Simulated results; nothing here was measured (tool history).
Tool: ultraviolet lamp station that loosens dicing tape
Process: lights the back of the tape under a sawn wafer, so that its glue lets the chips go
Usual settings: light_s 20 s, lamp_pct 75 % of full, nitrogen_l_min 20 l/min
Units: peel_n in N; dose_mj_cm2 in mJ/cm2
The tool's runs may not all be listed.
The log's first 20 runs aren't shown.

run   hour  light_s  lamp_pct  nitrogen_l_min  peel_n  dose_mj_cm2
 21  332.1       15        68              20   1.261          142
 22  341.8       20        75              21   0.632          213
 23  351.7       20        74              17   0.697          203
 24  366.4       37        75               6   0.405          379
 25  379.1       37        75               6   0.402          379
 26  398.7       20        73              20   0.725          196
 27  415.3       22        75              14   0.711          220
 28  429.9       12        75              20   1.644          119
 29  446.0       12        75              22   1.633          118
 30  460.8       12        93              22   1.214          145
 31  477.7       12        93              22   1.199          143
 32  488.9       12        93              22   1.189          145
 33  498.9       13        78              18   1.549          127

Forecast each of these 4 alternatives for the next run:
  A  517.2       20        75              10       ?            ?
  B  517.2       27        78              18       ?            ?
  C  517.2       13        88              10       ?            ?
  D  517.2       24        81              20       ?            ?

run  peel_n  dose_mj_cm2
  A   1.095          189
  B   0.411          262
  C   1.734          145
  D   0.457          245
Without the tool's hidden state the same runs would have given:
run  peel_n  dose_mj_cm2
  A   0.503          284
  B   0.215          397
  C   0.890          218
  D   0.229          369

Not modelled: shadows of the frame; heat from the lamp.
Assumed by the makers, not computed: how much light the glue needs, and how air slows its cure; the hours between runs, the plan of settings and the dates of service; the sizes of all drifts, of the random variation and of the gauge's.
